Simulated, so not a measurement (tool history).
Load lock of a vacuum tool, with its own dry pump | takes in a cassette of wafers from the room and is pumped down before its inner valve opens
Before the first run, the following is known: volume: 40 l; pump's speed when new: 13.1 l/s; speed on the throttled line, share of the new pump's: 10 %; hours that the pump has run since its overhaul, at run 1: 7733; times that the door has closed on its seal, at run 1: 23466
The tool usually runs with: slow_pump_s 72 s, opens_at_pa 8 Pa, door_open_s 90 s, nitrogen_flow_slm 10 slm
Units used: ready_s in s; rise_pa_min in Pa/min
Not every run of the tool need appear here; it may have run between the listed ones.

run,hour,slow_pump_s,opens_at_pa,door_open_s,nitrogen_flow_slm,hours that the pump has run since its overhaul,times that the door has closed on its seal,"incoming humidity of the room's air, %",ready_s,rise_pa_min
1,0.0,72,8,90,10,7733,23466,48.6,95.7,0.334
2,308.9,72,8,90,10,8042,24403,43.2,97.9,0.345
3,844.0,72,8,90,10,8577,26027,46.9,96.0,0.375
4,1284.6,72,8,90,10,9018,27364,44.5,97.1,0.407
# hour 1804.2: door's seal changed, seat wiped
5,1818.5,72,8,78,10,9550,43,43.4,98.3,0.029
6,2073.7,72,8,90,10,9805,818,44.7,97.6,0.039
7,2383.5,72,8,90,10,10115,1758,44.7,97.8,0.036
8,2665.3,72,8,90,10,10397,2613,44.4,98.3,0.049
9,2962.3,72,8,90,10,10694,3514,43.5,97.7,0.052

What does the tool deliver on the next run?
10,3429.4,67,10,90,7,11161,4931,46.1,?,?

ready_s: 92.9 s
rise_pa_min: 0.071 Pa/min
On a tool with no hidden condition, and with the same random variation, this run would have come out at ready_s 88.7 s, rise_pa_min 0.043 Pa/min.
